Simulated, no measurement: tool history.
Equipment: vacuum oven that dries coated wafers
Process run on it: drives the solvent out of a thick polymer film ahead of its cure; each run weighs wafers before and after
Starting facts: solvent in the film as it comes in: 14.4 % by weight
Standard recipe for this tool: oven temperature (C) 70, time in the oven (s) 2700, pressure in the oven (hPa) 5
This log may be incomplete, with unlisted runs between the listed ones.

run 1 hour=0 | oven_temperature_(C)=70 time_in_the_oven_(s)=2700 pressure_in_the_oven_(hPa)=5 | solvent_left_in_the_film_(%)=1.53
run 2 hour=82.8 | oven_temperature_(C)=70 time_in_the_oven_(s)=2700 pressure_in_the_oven_(hPa)=5 | solvent_left_in_the_film_(%)=1.62
run 3 hour=172.6 | oven_temperature_(C)=70 time_in_the_oven_(s)=2700 pressure_in_the_oven_(hPa)=5 | solvent_left_in_the_film_(%)=1.67
run 4 hour=227.3 | oven_temperature_(C)=70 time_in_the_oven_(s)=2700 pressure_in_the_oven_(hPa)=5.68 | solvent_left_in_the_film_(%)=1.54
run 5 hour=292.8 | oven_temperature_(C)=70 time_in_the_oven_(s)=2700 pressure_in_the_oven_(hPa)=5.68 | solvent_left_in_the_film_(%)=1.72
run 6 hour=373.6 | oven_temperature_(C)=70 time_in_the_oven_(s)=2700 pressure_in_the_oven_(hPa)=5.68 | solvent_left_in_the_film_(%)=1.74
run 7 hour=434 | oven_temperature_(C)=70 time_in_the_oven_(s)=2700 pressure_in_the_oven_(hPa)=5.68 | solvent_left_in_the_film_(%)=1.73
run 8 hour=488.5 | oven_temperature_(C)=70 time_in_the_oven_(s)=2700 pressure_in_the_oven_(hPa)=5 | solvent_left_in_the_film_(%)=1.65
run 9 hour=578.5 | oven_temperature_(C)=70 time_in_the_oven_(s)=2700 pressure_in_the_oven_(hPa)=5 | solvent_left_in_the_film_(%)=1.81
run 10 hour=633.6 | oven_temperature_(C)=70 time_in_the_oven_(s)=2700 pressure_in_the_oven_(hPa)=5 | solvent_left_in_the_film_(%)=1.84
-- hour=647.4 oven's thermocouples calibrated
run 11 hour=701.9 | oven_temperature_(C)=70 time_in_the_oven_(s)=2700 pressure_in_the_oven_(hPa)=5 | solvent_left_in_the_film_(%)=1.46
run 12 hour=786.8 | oven_temperature_(C)=70 time_in_the_oven_(s)=2700 pressure_in_the_oven_(hPa)=5 | solvent_left_in_the_film_(%)=1.47
run 13 hour=849.9 | oven_temperature_(C)=70 time_in_the_oven_(s)=2700 pressure_in_the_oven_(hPa)=5 | solvent_left_in_the_film_(%)=1.43
run 14 hour=900.3 | oven_temperature_(C)=70 time_in_the_oven_(s)=2700 pressure_in_the_oven_(hPa)=7.94 | solvent_left_in_the_film_(%)=1.69
run 15 hour=976.8 | oven_temperature_(C)=70 time_in_the_oven_(s)=3000 pressure_in_the_oven_(hPa)=7.94 | solvent_left_in_the_film_(%)=1.54
run 16 hour=1015.2 | oven_temperature_(C)=70 time_in_the_oven_(s)=2700 pressure_in_the_oven_(hPa)=8.13 | solvent_left_in_the_film_(%)=1.69
run 17 hour=1086.5 | oven_temperature_(C)=70 time_in_the_oven_(s)=2700 pressure_in_the_oven_(hPa)=5 | solvent_left_in_the_film_(%)=1.64
run 18 hour=1163.1 | oven_temperature_(C)=70 time_in_the_oven_(s)=2700 pressure_in_the_oven_(hPa)=5 | solvent_left_in_the_film_(%)=1.49
run 19 hour=1215.2 | oven_temperature_(C)=70 time_in_the_oven_(s)=2700 pressure_in_the_oven_(hPa)=5 | solvent_left_in_the_film_(%)=1.47
run 20 hour=1275.3 | oven_temperature_(C)=70 time_in_the_oven_(s)=2700 pressure_in_the_oven_(hPa)=5 | solvent_left_in_the_film_(%)=1.53
run 21 hour=1355.1 | oven_temperature_(C)=56 time_in_the_oven_(s)=2700 pressure_in_the_oven_(hPa)=5 | solvent_left_in_the_film_(%)=5.21
run 22 hour=1447.2 | oven_temperature_(C)=56 time_in_the_oven_(s)=2100 pressure_in_the_oven_(hPa)=5 | solvent_left_in_the_film_(%)=6.02
run 23 hour=1514.8 | oven_temperature_(C)=70 time_in_the_oven_(s)=2700 pressure_in_the_oven_(hPa)=5 | solvent_left_in_the_film_(%)=1.58
run 24 hour=1559.6 | oven_temperature_(C)=70 time_in_the_oven_(s)=2700 pressure_in_the_oven_(hPa)=10.05 | solvent_left_in_the_film_(%)=2.13
run 25 hour=1623.6 | oven_temperature_(C)=59 time_in_the_oven_(s)=3000 pressure_in_the_oven_(hPa)=5 | solvent_left_in_the_film_(%)=3.98
run 26 hour=1703.3 | oven_temperature_(C)=59 time_in_the_oven_(s)=3000 pressure_in_the_oven_(hPa)=5 | solvent_left_in_the_film_(%)=3.94
run 27 hour=1781.2 | oven_temperature_(C)=59 time_in_the_oven_(s)=1620 pressure_in_the_oven_(hPa)=2.8 | solvent_left_in_the_film_(%)=5.94
run 28 hour=1864.5 | oven_temperature_(C)=59 time_in_the_oven_(s)=1620 pressure_in_the_oven_(hPa)=2.8 | solvent_left_in_the_film_(%)=6.16
run 29 hour=1904.2 | oven_temperature_(C)=60 time_in_the_oven_(s)=2700 pressure_in_the_oven_(hPa)=5.63 | solvent_left_in_the_film_(%)=4.14
-- hour=1941.7 vacuum gauge cleaned of residue and calibrated
run 30 hour=1980.4 | oven_temperature_(C)=73 time_in_the_oven_(s)=2580 pressure_in_the_oven_(hPa)=19.5 | solvent_left_in_the_film_(%)=1.78
run 31 hour=2052.1 | oven_temperature_(C)=61 time_in_the_oven_(s)=1500 pressure_in_the_oven_(hPa)=3.8 | solvent_left_in_the_film_(%)=5.16
run 32 hour=2109.4 | oven_temperature_(C)=70 time_in_the_oven_(s)=3120 pressure_in_the_oven_(hPa)=6.79 | solvent_left_in_the_film_(%)=0.91
run 33 hour=2183.4 | oven_temperature_(C)=83 time_in_the_oven_(s)=3360 pressure_in_the_oven_(hPa)=5 | solvent_left_in_the_film_(%)=0.23
run 34 hour=2227.4 | oven_temperature_(C)=77 time_in_the_oven_(s)=1500 pressure_in_the_oven_(hPa)=4.58 | solvent_left_in_the_film_(%)=1.16
run 35 hour=2280.9 | oven_temperature_(C)=77 time_in_the_oven_(s)=1500 pressure_in_the_oven_(hPa)=4.58 | solvent_left_in_the_film_(%)=1.11
run 36 hour=2332 | oven_temperature_(C)=77 time_in_the_oven_(s)=1500 pressure_in_the_oven_(hPa)=4.58 | solvent_left_in_the_film_(%)=1.15
run 37 hour=2423.9 | oven_temperature_(C)=66 time_in_the_oven_(s)=3720 pressure_in_the_oven_(hPa)=5.91 | solvent_left_in_the_film_(%)=1.21
run 38 hour=2498.7 | oven_temperature_(C)=70 time_in_the_oven_(s)=4620 pressure_in_the_oven_(hPa)=7.73 | solvent_left_in_the_film_(%)=0.82
run 39 hour=2572.1 | oven_temperature_(C)=73 time_in_the_oven_(s)=2700 pressure_in_the_oven_(hPa)=16.76 | solvent_left_in_the_film_(%)=1.72
run 40 hour=2635.2 | oven_temperature_(C)=69 time_in_the_oven_(s)=3180 pressure_in_the_oven_(hPa)=5.12 | solvent_left_in_the_film_(%)=1.06
run 41 hour=2719 | oven_temperature_(C)=69 time_in_the_oven_(s)=3180 pressure_in_the_oven_(hPa)=10.78 | solvent_left_in_the_film_(%)=1.54
run 42 hour=2796.3 | oven_temperature_(C)=69 time_in_the_oven_(s)=3180 pressure_in_the_oven_(hPa)=10.78 | solvent_left_in_the_film_(%)=1.57
run 43 hour=2836.1 | oven_temperature_(C)=63 time_in_the_oven_(s)=2700 pressure_in_the_oven_(hPa)=5 | solvent_left_in_the_film_(%)=2.67
run 44 hour=2909.9 | oven_temperature_(C)=70 time_in_the_oven_(s)=3600 pressure_in_the_oven_(hPa)=5.48 | solvent_left_in_the_film_(%)=0.95
run 45 hour=2961.7 | oven_temperature_(C)=70 time_in_the_oven_(s)=3600 pressure_in_the_oven_(hPa)=5.48 | solvent_left_in_the_film_(%)=0.88
run 46 hour=3032.3 | oven_temperature_(C)=70 time_in_the_oven_(s)=3600 pressure_in_the_oven_(hPa)=5.48 | solvent_left_in_the_film_(%)=0.87

Below, each run's measurement less what the same run would have read without the hidden state. Both values contain the same run-to-run variation, but the gauge's scatter may not be the same in both:
The tool's hidden condition here consists of: true wafer temperature over the reading, C; true pressure over the reading, kPa; drift of the gauge itself on solvent_pct, %.
run=1 solvent_left_in_the_film_(%)=+0.68
run=2 solvent_left_in_the_film_(%)=+0.71
run=3 solvent_left_in_the_film_(%)=+0.74
run=4 solvent_left_in_the_film_(%)=+0.74
run=5 solvent_left_in_the_film_(%)=+0.79
run=6 solvent_left_in_the_film_(%)=+0.8
run=7 solvent_left_in_the_film_(%)=+0.83
run=8 solvent_left_in_the_film_(%)=+0.83
run=9 solvent_left_in_the_film_(%)=+0.86
run=10 solvent_left_in_the_film_(%)=+0.89
run=11 solvent_left_in_the_film_(%)=+0.53
run=12 solvent_left_in_the_film_(%)=+0.55
run=13 solvent_left_in_the_film_(%)=+0.57
run=14 solvent_left_in_the_film_(%)=+0.58
run=15 solvent_left_in_the_film_(%)=+0.61
run=16 solvent_left_in_the_film_(%)=+0.61
run=17 solvent_left_in_the_film_(%)=+0.63
run=18 solvent_left_in_the_film_(%)=+0.65
run=19 solvent_left_in_the_film_(%)=+0.66
run=20 solvent_left_in_the_film_(%)=+0.69
run=21 solvent_left_in_the_film_(%)=+1.1
run=22 solvent_left_in_the_film_(%)=+1.03
run=23 solvent_left_in_the_film_(%)=+0.75
run=24 solvent_left_in_the_film_(%)=+0.77
run=25 solvent_left_in_the_film_(%)=+1.17
run=26 solvent_left_in_the_film_(%)=+1.19
run=27 solvent_left_in_the_film_(%)=+1.03
run=28 solvent_left_in_the_film_(%)=+1.08
run=29 solvent_left_in_the_film_(%)=+1.24
run=30 solvent_left_in_the_film_(%)=+0.13
run=31 solvent_left_in_the_film_(%)=+0.32
run=32 solvent_left_in_the_film_(%)=+0.13
run=33 solvent_left_in_the_film_(%)=+0.05
run=34 solvent_left_in_the_film_(%)=+0.19
run=35 solvent_left_in_the_film_(%)=+0.21
run=36 solvent_left_in_the_film_(%)=+0.22
run=37 solvent_left_in_the_film_(%)=+0.27
run=38 solvent_left_in_the_film_(%)=+0.18
run=39 solvent_left_in_the_film_(%)=+0.26
run=40 solvent_left_in_the_film_(%)=+0.29
run=41 solvent_left_in_the_film_(%)=+0.34
run=42 solvent_left_in_the_film_(%)=+0.36
run=43 solvent_left_in_the_film_(%)=+0.59
run=44 solvent_left_in_the_film_(%)=+0.31
run=45 solvent_left_in_the_film_(%)=+0.32
run=46 solvent_left_in_the_film_(%)=+0.34
